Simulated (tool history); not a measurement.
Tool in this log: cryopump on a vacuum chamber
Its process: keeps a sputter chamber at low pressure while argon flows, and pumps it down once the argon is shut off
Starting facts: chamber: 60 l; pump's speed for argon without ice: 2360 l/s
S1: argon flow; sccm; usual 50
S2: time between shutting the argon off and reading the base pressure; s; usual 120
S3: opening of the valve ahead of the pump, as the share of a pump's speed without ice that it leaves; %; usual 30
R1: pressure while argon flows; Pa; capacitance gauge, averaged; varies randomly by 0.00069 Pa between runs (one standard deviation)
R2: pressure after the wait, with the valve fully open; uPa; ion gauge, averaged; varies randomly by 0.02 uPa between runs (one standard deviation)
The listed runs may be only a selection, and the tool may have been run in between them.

Run 1, day 0.000: usual settings. Result: R1 0.1219 Pa, R2 0.52 uPa.
Run 2, day 1.512: usual settings. Result: R1 0.1211 Pa, R2 0.53 uPa.
Run 3, day 3.029: usual settings but S2 51 s. Result: R1 0.1216 Pa, R2 0.72 uPa.
Run 4, day 3.850: usual settings. Result: R1 0.1218 Pa, R2 0.55 uPa.
Run 5, day 4.800: usual settings but S3 19 %. Result: R1 0.1921 Pa, R2 0.53 uPa.
Run 6, day 6.242: usual settings but S3 19 %. Result: R1 0.1919 Pa, R2 0.53 uPa.
Run 7, day 7.746: usual settings but S3 19 %. Result: R1 0.1905 Pa, R2 0.55 uPa.
Run 8, day 9.104: usual settings but S1 63 sccm, S2 52 s, S3 53 %. Result: R1 0.0900 Pa, R2 0.67 uPa.
Run 9, day 10.658: usual settings but S1 27 sccm, S2 115 s, S3 37 %. Result: R1 0.0539 Pa, R2 0.60 uPa.
Run 10, day 11.983: usual settings but S1 27 sccm, S2 26 s, S3 37 %. Result: R1 0.0538 Pa, R2 0.99 uPa.

5 ways to go on from here, each from the tool as it stands after run 10. What would each give?
Run A, day 13.475: usual settings but S1 30 sccm, S2 43 s, S3 53 %. Result: R1 ?, R2 ?.
Run B, day 13.475: usual settings but S1 78 sccm, S2 28 s, S3 55 %. Result: R1 ?, R2 ?.
Run C, day 13.475: usual settings but S1 27 sccm, S2 26 s, S3 23 %. Result: R1 ?, R2 ?.
Run D, day 13.475: usual settings but S1 92 sccm, S2 23 s, S3 37 %. Result: R1 ?, R2 ?.
Run E, day 13.475: usual settings but S1 27 sccm, S2 125 s, S3 15 %. Result: R1 ?, R2 ?.

run      R1    R2
  A  0.0423  0.80
  B  0.1063  0.94
  C  0.0857  0.98
  D  0.1835  1.09
  E  0.1307  0.56
Had the tool no hidden state, the same runs would have come out as:
run      R1    R2
  A  0.0403  0.46
  B  0.1012  0.60
  C  0.0839  0.63
  D  0.1774  0.75
  E  0.1289  0.22
